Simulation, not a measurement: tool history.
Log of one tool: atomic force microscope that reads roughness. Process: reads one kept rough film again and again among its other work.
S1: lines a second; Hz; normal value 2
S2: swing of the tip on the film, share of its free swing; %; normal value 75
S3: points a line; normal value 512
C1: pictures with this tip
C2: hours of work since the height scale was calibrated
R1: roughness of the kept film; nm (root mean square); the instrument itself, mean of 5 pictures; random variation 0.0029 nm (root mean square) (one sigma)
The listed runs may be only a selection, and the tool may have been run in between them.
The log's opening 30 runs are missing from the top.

Run 31, hour 191.5: usual settings but S1 0.93 Hz, S2 84 %, S3 893; C1 368; C2 280. Result: R1 1.336 nm (root mean square).
Run 32, hour 200.3: usual settings but S1 1.11 Hz, S2 64 %, S3 380; C1 383; C2 286. Result: R1 1.386 nm (root mean square).
At hour 208.6: new tip fitted.
Run 33, hour 208.9: usual settings but S1 0.52 Hz, S2 64 %, S3 566; C1 0; C2 292. Result: R1 1.445 nm (root mean square).
Run 34, hour 216.4: usual settings but S1 0.52 Hz, S2 64 %, S3 566; C1 13; C2 297. Result: R1 1.443 nm (root mean square).
Run 35, hour 222.6: usual settings but S1 0.52 Hz, S2 77 %, S3 426; C1 23; C2 301. Result: R1 1.42 nm (root mean square).
Run 36, hour 227.4: usual settings but S1 0.52 Hz, S2 77 %, S3 426; C1 31; C2 305. Result: R1 1.422 nm (root mean square).
Run 37, hour 233.4: usual settings but S1 0.52 Hz, S2 77 %, S3 426; C1 41; C2 309. Result: R1 1.415 nm (root mean square).
Run 38, hour 239.5: usual settings but S2 57 %, S3 466; C1 51; C2 313. Result: R1 1.418 nm (root mean square).
Run 39, hour 244.9: usual settings but S1 1.81 Hz, S2 57 %, S3 408; C1 60; C2 317. Result: R1 1.417 nm (root mean square).
Run 40, hour 248.8: usual settings but S1 1.24 Hz, S2 68 %, S3 700; C1 67; C2 319. Result: R1 1.4 nm (root mean square).
Run 41, hour 253.8: usual settings but S1 1.26 Hz, S2 69 %, S3 444; C1 75; C2 323. Result: R1 1.394 nm (root mean square).
Run 42, hour 259.6: usual settings but S1 1.26 Hz, S2 69 %, S3 444; C1 85; C2 327. Result: R1 1.399 nm (root mean square).
Run 43, hour 267.6: usual settings but S2 73 %, S3 579; C1 98; C2 332. Result: R1 1.344 nm (root mean square).
Run 44, hour 275: usual settings but S1 1.26 Hz, S3 767; C1 110; C2 337. Result: R1 1.372 nm (root mean square).
Run 45, hour 281.5: usual settings but S1 1.38 Hz, S2 85 %, S3 510; C1 121; C2 342. Result: R1 1.319 nm (root mean square).
Run 46, hour 290.7: usual settings but S1 1.92 Hz, S2 90 %, S3 762; C1 137; C2 348. Result: R1 1.229 nm (root mean square).
Run 47, hour 299.3: usual settings but S1 2.42 Hz, S2 72 %, S3 762; C1 151; C2 354. Result: R1 1.325 nm (root mean square).
Run 48, hour 306.9: usual settings but S1 2.42 Hz, S2 72 %, S3 762; C1 164; C2 359. Result: R1 1.321 nm (root mean square).
Run 49, hour 311.6: usual settings but S1 2.42 Hz, S2 72 %, S3 762; C1 172; C2 363. Result: R1 1.323 nm (root mean square).
Run 50, hour 317.3: usual settings but S1 3.59 Hz, S2 61 %, S3 307; C1 181; C2 367. Result: R1 1.351 nm (root mean square).
Run 51, hour 325.9: usual settings but S1 3.29 Hz, S2 61 %, S3 964; C1 195; C2 373. Result: R1 1.355 nm (root mean square).
Run 52, hour 334.8: usual settings but S1 3.83 Hz, S2 77 %, S3 738; C1 210; C2 379. Result: R1 1.211 nm (root mean square).
Run 53, hour 340.6: usual settings but S1 2.76 Hz, S2 64 %, S3 738; C1 220; C2 383. Result: R1 1.353 nm (root mean square).

Each row is a separate what-if for the run after 53, all from the same tool condition, not one after another. Results?
Run A, hour 344.7: usual settings but S2 68 %, S3 473; C1 227; C2 385. Result: R1 ?.
Run B, hour 344.7: usual settings but S1 0.61 Hz, S2 76 %, S3 499; C1 227; C2 385. Result: R1 ?.
Run C, hour 344.7: usual settings but S1 0.55 Hz, S2 87 %, S3 672; C1 227; C2 385. Result: R1 ?.
Run D, hour 344.7: usual settings but S1 0.7 Hz, S2 89 %, S3 410; C1 227; C2 385. Result: R1 ?.

run     R1
  A  1.354
  B  1.399
  C  1.376
  D  1.353
Without the tool's unlogged condition, the same runs would have read:
run     R1
  A  1.373
  B  1.417
  C  1.395
  D  1.371
